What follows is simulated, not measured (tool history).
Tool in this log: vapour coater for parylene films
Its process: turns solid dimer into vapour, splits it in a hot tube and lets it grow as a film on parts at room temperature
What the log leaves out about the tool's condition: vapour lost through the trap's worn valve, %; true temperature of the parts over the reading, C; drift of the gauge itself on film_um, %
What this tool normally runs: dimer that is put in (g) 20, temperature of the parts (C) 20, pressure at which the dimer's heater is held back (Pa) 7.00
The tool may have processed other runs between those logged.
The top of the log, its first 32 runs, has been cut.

run     day  dimer that is put in (g)  temperature of the parts (C)  pressure at which the dimer's heater is held back (Pa)  hours of work since the trap's valve was overhauled  hours of work since the table's thermometer was calibrated  thickness of the film (µm)
 33  55.167                        11                            20                                                    5.29                                                  394                                                         603                        8.35
 34  56.725                        11                            20                                                    5.29                                                  422                                                         630                        8.56
 35  57.975                        11                            20                                                    5.29                                                  444                                                         652                        8.28
 36  59.808                        29                            23                                                    4.12                                                  476                                                         685                       21.90
 37  62.188                        29                            23                                                    4.12                                                  519                                                         727                       21.88
 38  63.721                        35                            25                                                    2.15                                                  546                                                         754                       27.61
 39  65.112                        22                            20                                                    2.18                                                  570                                                         779                       18.92
 40  66.954                        11                            18                                                    5.00                                                  603                                                         812                        8.90
     67.312  -- trap's valve overhauled
 41  69.404                        20                            16                                                    2.97                                                   37                                                         853                       17.86
 42  71.442                        20                            26                                                    8.13                                                   73                                                         889                       13.21
 43  72.900                        20                            26                                                    8.13                                                   99                                                         915                       13.05
 44  74.642                        15                            13                                                    8.13                                                  130                                                         946                       12.47
 45  76.929                        15                            13                                                    8.13                                                  171                                                         986                       12.29
 46  78.833                        13                            16                                                    4.98                                                  205                                                        1020                       10.72
 47  79.867                        13                            16                                                    4.98                                                  223                                                        1038                       10.62

Consider 3 possible next runs. They are alternatives, not a sequence: every one starts from the tool as it was left by run 47. What does each give?
  A  81.904                        22                            13                                                    6.27                                                  259                                                        1075                           ?
  B  81.904                        13                            29                                                    4.57                                                  259                                                        1075                           ?
  C  81.904                         9                            16                                                   11.97                                                  259                                                        1075                           ?

run  thickness of the film (µm)
  A                       18.42
  B                        8.73
  C                        6.65
Take away the tool's hidden state, keep each run's random variation, and the runs would have read:
run  thickness of the film (µm)
  A                       18.49
  B                        8.76
  C                        6.67
